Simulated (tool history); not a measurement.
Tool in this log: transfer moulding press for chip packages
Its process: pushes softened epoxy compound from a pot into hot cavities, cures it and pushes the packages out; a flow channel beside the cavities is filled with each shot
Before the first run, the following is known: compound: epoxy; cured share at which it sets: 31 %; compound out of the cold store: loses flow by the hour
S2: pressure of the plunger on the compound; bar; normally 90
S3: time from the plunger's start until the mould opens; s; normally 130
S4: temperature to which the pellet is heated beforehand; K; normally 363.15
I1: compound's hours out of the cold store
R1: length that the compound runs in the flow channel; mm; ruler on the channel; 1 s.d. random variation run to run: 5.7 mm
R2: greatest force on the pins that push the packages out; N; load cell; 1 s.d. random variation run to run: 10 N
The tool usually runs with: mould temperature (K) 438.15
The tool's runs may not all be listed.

run 1 hour=0 | mould_temperature_(K)=438.15 S2=90 S3=130 S4=363.15 | I1=18.8 | R1=571 R2=561
run 2 hour=29.8 | mould_temperature_(K)=438.15 S2=90 S3=130 S4=363.15 | I1=38.4 | R1=546 R2=641
run 3 hour=54.6 | mould_temperature_(K)=440.15 S2=90 S3=130 S4=363.15 | I1=20.8 | R1=567 R2=657
run 4 hour=83 | mould_temperature_(K)=438.15 S2=90 S3=130 S4=363.15 | I1=43.9 | R1=527 R2=737
-- hour=92.4 cavities cleaned with cleaning compound and waxed
run 5 hour=118.6 | mould_temperature_(K)=438.15 S2=103.3 S3=130 S4=363.15 | I1=44.2 | R1=556 R2=568
run 6 hour=145.4 | mould_temperature_(K)=438.15 S2=103.3 S3=130 S4=363.15 | I1=32.9 | R1=584 R2=668
-- hour=164.8 mould's thermocouples calibrated
run 7 hour=171.2 | mould_temperature_(K)=438.15 S2=87.5 S3=130 S4=363.15 | I1=26.5 | R1=541 R2=697
run 8 hour=196.8 | mould_temperature_(K)=438.15 S2=68.6 S3=130 S4=363.15 | I1=24.7 | R1=475 R2=759
-- hour=212 cavities cleaned with cleaning compound and waxed
run 9 hour=236.3 | mould_temperature_(K)=438.15 S2=68.6 S3=130 S4=363.15 | I1=41 | R1=452 R2=552
-- hour=254.3 mould's thermocouples calibrated, once more
run 10 hour=269.2 | mould_temperature_(K)=438.15 S2=68.6 S3=130 S4=363.15 | I1=16.1 | R1=489 R2=647
run 11 hour=295 | mould_temperature_(K)=438.15 S2=68.6 S3=130 S4=363.15 | I1=17.4 | R1=488 R2=718
run 12 hour=315.7 | mould_temperature_(K)=438.15 S2=90 S3=130 S4=365.15 | I1=13.6 | R1=561 R2=777
-- hour=330.8 cavities cleaned with cleaning compound and waxed
-- hour=351.4 plunger's sealing rings changed
run 13 hour=360.9 | mould_temperature_(K)=438.15 S2=90 S3=130 S4=363.15 | I1=24.6 | R1=626 R2=580
run 14 hour=391.2 | mould_temperature_(K)=438.15 S2=90 S3=130 S4=363.15 | I1=38 | R1=597 R2=653
run 15 hour=430.2 | mould_temperature_(K)=438.15 S2=103.6 S3=130 S4=363.15 | I1=12 | R1=688 R2=727
-- hour=450 cavities cleaned with cleaning compound and waxed
run 16 hour=450 | mould_temperature_(K)=438.15 S2=80.1 S3=130 S4=366.15 | I1=30.3 | R1=561 R2=474
run 17 hour=473 | mould_temperature_(K)=438.15 S2=80.1 S3=130 S4=366.15 | I1=28.9 | R1=565 R2=551
run 18 hour=508.7 | mould_temperature_(K)=438.15 S2=90 S3=137 S4=363.15 | I1=15.6 | R1=632 R2=644
run 19 hour=546.4 | mould_temperature_(K)=438.15 S2=90 S3=137 S4=363.15 | I1=46.9 | R1=554 R2=701
-- hour=567.3 cavities cleaned with cleaning compound and waxed
run 20 hour=569.2 | mould_temperature_(K)=431.15 S2=90 S3=137 S4=363.15 | I1=11.8 | R1=645 R2=621
run 21 hour=590 | mould_temperature_(K)=431.15 S2=90 S3=137 S4=363.15 | I1=25.8 | R1=626 R2=720
run 22 hour=608.9 | mould_temperature_(K)=431.15 S2=71.1 S3=137 S4=359.15 | I1=30.7 | R1=554 R2=770
run 23 hour=648.4 | mould_temperature_(K)=433.15 S2=90 S3=130 S4=363.15 | I1=41.1 | R1=576 R2=851
run 24 hour=678.5 | mould_temperature_(K)=439.15 S2=90 S3=150 S4=362.15 | I1=43.2 | R1=563 R2=717
-- hour=683.5 cavities cleaned with cleaning compound and waxed
run 25 hour=708.9 | mould_temperature_(K)=438.15 S2=90 S3=125 S4=366.15 | I1=31.3 | R1=582 R2=580
run 26 hour=730.6 | mould_temperature_(K)=446.15 S2=90 S3=147 S4=363.15 | I1=19.1 | R1=585 R2=587
run 27 hour=760.7 | mould_temperature_(K)=446.15 S2=90 S3=147 S4=363.15 | I1=18.7 | R1=576 R2=644

What if the next run were any one of these 4? Each begins from the tool's condition after run 27:
run A hour=777.7 | mould_temperature_(K)=435.15 S2=87.3 S3=130 S4=363.15 | I1=12.3 | R1=? R2=?
run B hour=777.7 | mould_temperature_(K)=438.15 S2=90.1 S3=123 S4=363.15 | I1=25 | R1=? R2=?
run C hour=777.7 | mould_temperature_(K)=440.15 S2=94.6 S3=130 S4=363.15 | I1=46.5 | R1=? R2=?
run D hour=777.7 | mould_temperature_(K)=435.15 S2=90 S3=114 S4=356.15 | I1=21.5 | R1=? R2=?

run=A R1=612 R2=865
run=B R1=591 R2=778
run=C R1=547 R2=717
run=D R1=616 R2=1018
With no hidden state in the tool, these same runs would have given:
run=A R1=654 R2=547
run=B R1=631 R2=486
run=C R1=584 R2=446
run=D R1=657 R2=647

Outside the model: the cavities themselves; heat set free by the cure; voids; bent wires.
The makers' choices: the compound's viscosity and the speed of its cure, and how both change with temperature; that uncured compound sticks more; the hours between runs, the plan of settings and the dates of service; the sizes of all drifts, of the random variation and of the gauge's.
